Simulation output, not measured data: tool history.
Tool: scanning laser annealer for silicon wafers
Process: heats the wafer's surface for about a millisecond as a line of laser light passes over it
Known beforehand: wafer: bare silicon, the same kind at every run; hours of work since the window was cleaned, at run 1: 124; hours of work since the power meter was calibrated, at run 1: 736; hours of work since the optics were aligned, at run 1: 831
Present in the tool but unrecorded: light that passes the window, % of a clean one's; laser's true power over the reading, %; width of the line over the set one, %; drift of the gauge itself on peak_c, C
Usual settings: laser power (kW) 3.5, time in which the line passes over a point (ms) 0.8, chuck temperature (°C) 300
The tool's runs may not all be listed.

run	hour	laser power (kW)	time in which the line passes over a point (ms)	chuck temperature (°C)	hours of work since the window was cleaned	hours of work since the power meter was calibrated	hours of work since the optics were aligned	highest temperature of the surface (°C)
1	0	3.5	0.8	300	124	736	831	1038
2	32.1	3.5	0.8	300	142	754	849	1037
3	109	3.5	0.8	300	185	797	892	1028
4	158.7	3.5	0.8	271	213	825	920	1001
5	236.9	3.272	0.8	300	257	869	964	983
6	307.1	3.272	0.8	300	297	908	1004	972
# hour 352.7: window over the wafer cleaned
7	368.2	3.5	0.8	300	9	942	1037	1044
8	420.5	3.5	0.8	300	38	971	1066	1038
9	455.9	3.352	0.8	300	58	991	1086	1015
10	493.5	3.5	0.76	300	79	1012	1107	1018
11	549.5	3.628	0.907	311	110	1043	1138	1122
# hour 556.6: laser's power meter calibrated
12	624.4	3.628	0.907	311	151	38	1179	1121
13	700.6	3.628	0.907	319	193	81	1221	1124
14	758.5	3.628	0.907	319	226	113	1254	1119
15	822.1	3.69	0.865	260	262	149	1290	1048
16	879	3.494	0.589	300	294	181	1321	901

Some steps in highest temperature of the surface (°C) between neighbouring runs. How much of each would the tool show without its hidden state too (settings, what came in, random variation), and how much is left for the hidden state, with any gauge scatter that isn't in both results?
Run 6 -> 7: laser power (kW) 3.272 -> 3.5, window over the wafer cleaned. highest temperature of the surface (°C) +72: hidden state +22, all else +50.
Run 15 -> 16: laser power (kW) 3.69 -> 3.494, time in which the line passes over a point (ms) 0.865 -> 0.589, chuck temperature (°C) 260 -> 300. highest temperature of the surface (°C) -147: hidden state +7, all else -154.
